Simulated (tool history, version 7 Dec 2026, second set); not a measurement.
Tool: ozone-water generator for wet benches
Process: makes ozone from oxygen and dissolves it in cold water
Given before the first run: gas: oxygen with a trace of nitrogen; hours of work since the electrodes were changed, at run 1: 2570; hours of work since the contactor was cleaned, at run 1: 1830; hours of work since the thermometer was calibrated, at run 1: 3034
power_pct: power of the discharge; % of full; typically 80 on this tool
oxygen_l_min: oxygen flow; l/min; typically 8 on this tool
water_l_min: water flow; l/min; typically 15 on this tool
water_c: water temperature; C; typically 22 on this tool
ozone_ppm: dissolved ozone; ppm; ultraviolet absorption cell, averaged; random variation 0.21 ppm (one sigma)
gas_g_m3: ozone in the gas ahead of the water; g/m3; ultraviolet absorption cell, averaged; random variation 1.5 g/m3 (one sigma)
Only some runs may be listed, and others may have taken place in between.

run    hour  power_pct  oxygen_l_min  water_l_min  water_c  hours of work since the electrodes were changed  hours of work since the contactor was cleaned  hours of work since the thermometer was calibrated  ozone_ppm  gas_g_m3
  1       0         80             8           15       22                                             2570                                           1830                                                3034       31.3     274.1
  2    81.6         80             8           15       22                                             2623                                           1883                                                3087       30.9     273.5
  3   257.7         80             8           15       22                                             2739                                           1999                                                3203       30.8     274.9
  4   382.4         80             8           15       22                                             2821                                           2081                                                3285         31     277.7
  5   456.3         80             8           15       22                                             2870                                           2130                                                3334       31.2     270.4
  6   628.7         80             8           15       22                                             2983                                           2243                                                3447       30.5     274.1
  7   772.1         80             8           15       22                                             3078                                           2338                                                3541       30.9     272.1
  8   907.1         80             8           19       22                                             3166                                           2426                                                3630       25.1       272
  9   978.9         80             8           19       22                                             3213                                           2474                                                3677       25.2     268.8
 10  1099.1         80          6.35           15       22                                             3293                                           2553                                                3756       30.8     298.5
 11  1252.7         80          6.35           14       22                                             3394                                           2654                                                3857       33.2     297.3
 12  1330.5         80             8           15       22                                             3445                                           2705                                                3909         31     272.9
 13  1484.4         80             8           15       22                                             3546                                           2806                                                4010       31.2       270
 14  1614.6         80          12.2           15       22                                             3632                                           2892                                                4095       29.9     229.4
 15  1781.4         97         12.59           14       29                                             3741                                           3001                                                4205         29     249.6
 16  1901.6         80             8           11       27                                             3820                                           3080                                                4284         35     271.2
     1971.7  -- contactor cleaned
 17  2060.5         80          5.25           15       16                                             3922                                             58                                                4386       33.9     315.9
 18  2154.8         80          5.25           15       16                                             3984                                            120                                                4448         34     316.8
 19  2292.9         80          5.25           15       16                                             4075                                            211                                                4539       33.8     316.5
 20  2385.2         80          5.25           15       16                                             4136                                            272                                                4600       34.2     314.1
 21  2479.5         80         13.53           15       16                                             4198                                            334                                                4662       33.8     221.5
 22  2620.7         80         13.53           12       16                                             4291                                            427                                                4754       40.2     221.1
 23  2717.7         41          8.74           14       25                                             4354                                            491                                                4818       22.1     186.1
 24  2891.7         80             8           15       19                                             4469                                            605                                                4933         33     267.7
 25  2989.3         80             8           15       19                                             4533                                            669                                                4997       32.8     267.2

Alternative continuations, all from the tool just after run 25; predict every row:
  A  3082.3         52          8.65           22       22                                             4594                                            730                                                5058          ?         ?
  B  3082.3         80             8           15       22                                             4594                                            730                                                5058          ?         ?
  C  3082.3         82             8           11       19                                             4594                                            730                                                5058          ?         ?

run  ozone_ppm  gas_g_m3
  A       17.5     210.9
  B       31.1     268.1
  C       42.3     270.7
Without the tool's hidden state the same runs would have given:
run  ozone_ppm  gas_g_m3
  A       17.6       216
  B       31.2     274.8
  C       42.4     277.4
